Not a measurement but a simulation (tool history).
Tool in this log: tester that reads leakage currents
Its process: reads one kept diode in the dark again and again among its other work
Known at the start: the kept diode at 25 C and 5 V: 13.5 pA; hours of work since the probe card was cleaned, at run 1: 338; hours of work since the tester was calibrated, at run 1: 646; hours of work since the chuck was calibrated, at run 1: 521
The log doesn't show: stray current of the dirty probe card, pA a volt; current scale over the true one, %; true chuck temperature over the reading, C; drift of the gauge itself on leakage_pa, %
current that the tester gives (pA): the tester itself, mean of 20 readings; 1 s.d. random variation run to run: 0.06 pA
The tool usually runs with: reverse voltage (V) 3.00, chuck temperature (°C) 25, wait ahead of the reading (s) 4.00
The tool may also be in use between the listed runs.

run,hour,reverse voltage (V),chuck temperature (°C),wait ahead of the reading (s),hours of work since the probe card was cleaned,hours of work since the tester was calibrated,hours of work since the chuck was calibrated,current that the tester gives (pA)
1,0.0,3.00,25,4.00,338,646,521,11.16
2,25.6,3.00,25,4.00,355,664,538,11.18
3,55.6,3.00,25,0.50,376,684,559,12.86
4,96.6,3.00,25,4.00,404,712,586,11.24
5,128.5,3.00,25,4.00,425,734,608,11.11
6,151.6,3.00,25,4.00,441,750,624,11.17
7,174.0,3.00,25,4.00,456,765,639,11.28
8,215.6,3.00,25,4.00,485,794,668,11.16
9,240.8,3.00,25,4.00,502,811,685,11.18
10,270.8,3.00,43,4.00,522,831,705,46.71
11,318.7,3.00,43,4.00,555,864,738,46.63
12,351.3,3.00,25,4.00,577,886,760,10.98
13,374.7,3.00,25,4.00,593,902,776,11.09
14,418.1,3.00,25,4.00,623,932,806,11.08
15,443.3,3.00,25,4.00,640,949,823,11.19
16,466.9,3.00,25,4.00,656,965,839,11.13
17,509.0,3.00,25,4.00,685,994,868,11.18
18,542.4,3.00,41,4.00,708,1017,891,39.85
19,588.8,3.00,41,4.00,740,1048,922,40.27
20,625.3,3.00,41,4.00,764,1073,947,39.86
21,671.5,3.00,41,4.00,796,1105,979,40.12
22,692.0,2.31,25,4.00,810,1119,993,9.98
23,721.0,2.31,25,4.00,830,1139,1013,9.80
24,742.7,11.60,27,0.76,845,1153,1028,28.23
25,772.6,2.26,25,0.48,865,1174,1048,11.26
26,801.0,4.92,57,0.48,884,1193,1067,161.93
27,844.7,6.21,23,0.75,914,1223,1097,15.42
28,887.5,11.21,41,0.36,943,1252,1126,80.41
# hour 897.6: chuck's temperature calibrated
29,923.7,11.21,41,4.60,967,1275,18,70.78
30,972.1,11.21,41,4.60,1000,1309,51,70.93
31,1015.4,3.24,34,4.60,1029,1338,80,23.95
32,1052.5,17.07,22,5.32,1055,1363,106,19.03
33,1074.6,17.07,22,5.32,1070,1379,121,19.01
34,1106.8,17.07,22,5.32,1092,1400,143,19.14
35,1131.6,3.00,35,4.00,1109,1417,160,25.08
36,1168.7,9.64,46,8.58,1134,1443,185,96.55
37,1202.2,9.64,46,8.58,1157,1466,208,96.55
38,1222.8,3.00,25,4.21,1171,1480,222,11.24
39,1251.4,6.72,27,0.52,1190,1499,242,22.64
40,1276.1,6.72,27,0.52,1207,1516,258,22.56
41,1297.5,1.29,22,2.39,1222,1531,273,6.02

Forecast each of these 3 alternatives for the next run:
A,1326.9,3.00,23,4.10,1242,1551,293,?
B,1326.9,9.28,56,2.47,1242,1551,293,?
C,1326.9,1.49,21,2.54,1242,1551,293,?

run,current that the tester gives (pA)
A,9.37
B,196.41
C,5.91
The same runs, with their run-to-run variation unchanged, on a tool lacking any hidden condition would have given:
run,current that the tester gives (pA)
A,9.36
B,196.40
C,5.91

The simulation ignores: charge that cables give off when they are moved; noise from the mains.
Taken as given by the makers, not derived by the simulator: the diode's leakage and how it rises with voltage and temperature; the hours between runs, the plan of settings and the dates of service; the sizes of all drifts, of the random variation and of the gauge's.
